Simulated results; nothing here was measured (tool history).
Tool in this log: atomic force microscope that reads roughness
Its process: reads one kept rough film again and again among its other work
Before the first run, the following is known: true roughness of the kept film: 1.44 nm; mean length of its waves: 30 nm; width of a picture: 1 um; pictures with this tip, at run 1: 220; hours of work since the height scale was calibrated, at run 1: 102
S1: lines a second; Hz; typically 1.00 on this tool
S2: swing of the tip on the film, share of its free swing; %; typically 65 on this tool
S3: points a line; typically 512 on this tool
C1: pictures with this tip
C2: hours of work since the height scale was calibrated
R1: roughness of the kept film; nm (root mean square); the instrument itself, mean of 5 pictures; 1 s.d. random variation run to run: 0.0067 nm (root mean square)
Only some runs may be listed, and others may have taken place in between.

run,hour,S1,S2,S3,C1,C2,R1
1,0.0,1.00,65,512,220,102,1.260
2,11.0,1.00,65,512,234,107,1.262
3,20.4,1.00,65,512,247,112,1.242
4,26.5,1.00,65,512,255,115,1.252
5,33.5,1.00,65,512,264,119,1.260
6,42.5,1.00,65,512,275,124,1.250
7,50.7,1.00,73,512,286,128,1.222
8,55.9,1.00,73,512,293,131,1.242
9,60.7,1.00,73,512,299,133,1.228
10,65.3,0.86,73,512,305,135,1.232
# hour 67.7: new tip fitted
11,71.4,0.86,73,512,5,138,1.328
12,76.9,0.86,73,512,12,141,1.315
13,86.9,1.00,65,512,25,146,1.318
14,92.1,1.00,65,512,32,149,1.322
15,99.5,1.00,65,512,42,153,1.307
16,106.9,1.00,65,512,51,157,1.313
17,115.5,1.00,65,292,62,161,1.289
18,124.9,1.00,65,292,75,166,1.288
19,131.8,1.00,65,292,84,169,1.299
20,139.3,1.00,65,292,93,173,1.292
21,146.5,0.55,65,292,103,177,1.288
22,153.9,1.00,66,512,112,181,1.303
23,163.1,1.00,69,512,124,186,1.293
24,169.3,1.00,69,512,132,189,1.292
25,180.4,1.00,69,512,147,194,1.267
26,187.1,1.00,69,512,155,198,1.292
27,196.1,1.00,57,596,167,203,1.281
28,203.9,1.00,57,596,177,207,1.286
29,211.9,0.76,73,559,188,211,1.274
30,218.7,0.76,73,559,196,214,1.269
31,229.8,3.44,88,673,211,220,1.126
32,239.1,3.44,68,888,223,225,1.223
33,249.7,3.44,68,888,237,230,1.206
34,259.4,1.94,59,452,249,235,1.240
35,269.0,1.94,68,342,262,240,1.231
36,277.5,1.39,63,342,273,245,1.250
37,282.5,1.39,63,342,279,247,1.231
38,291.1,2.06,72,872,290,252,1.215
39,297.2,1.22,63,962,298,255,1.237
40,302.4,1.94,81,802,305,257,1.187
# hour 304.4: new tip fitted
41,310.2,1.72,64,677,8,261,1.315
42,315.7,1.22,65,497,15,264,1.323
43,322.5,1.00,76,644,23,267,1.311
44,327.6,1.01,64,805,30,270,1.328
45,338.1,0.69,64,805,44,275,1.319
46,344.9,0.69,64,805,53,279,1.318
47,351.0,0.69,64,805,60,282,1.320
48,360.3,0.69,64,805,73,287,1.312
49,367.3,2.57,64,805,82,290,1.287

Forecast each of these 4 alternatives for the next run:
A,377.5,0.73,87,439,95,296,?
B,377.5,3.35,65,443,95,296,?
C,377.5,1.00,81,512,95,296,?
D,377.5,0.75,65,512,95,296,?

run,R1
A,1.273
B,1.262
C,1.272
D,1.310
The same runs, with their run-to-run variation unchanged, on a tool lacking any hidden condition would have given:
run,R1
A,1.305
B,1.294
C,1.304
D,1.342

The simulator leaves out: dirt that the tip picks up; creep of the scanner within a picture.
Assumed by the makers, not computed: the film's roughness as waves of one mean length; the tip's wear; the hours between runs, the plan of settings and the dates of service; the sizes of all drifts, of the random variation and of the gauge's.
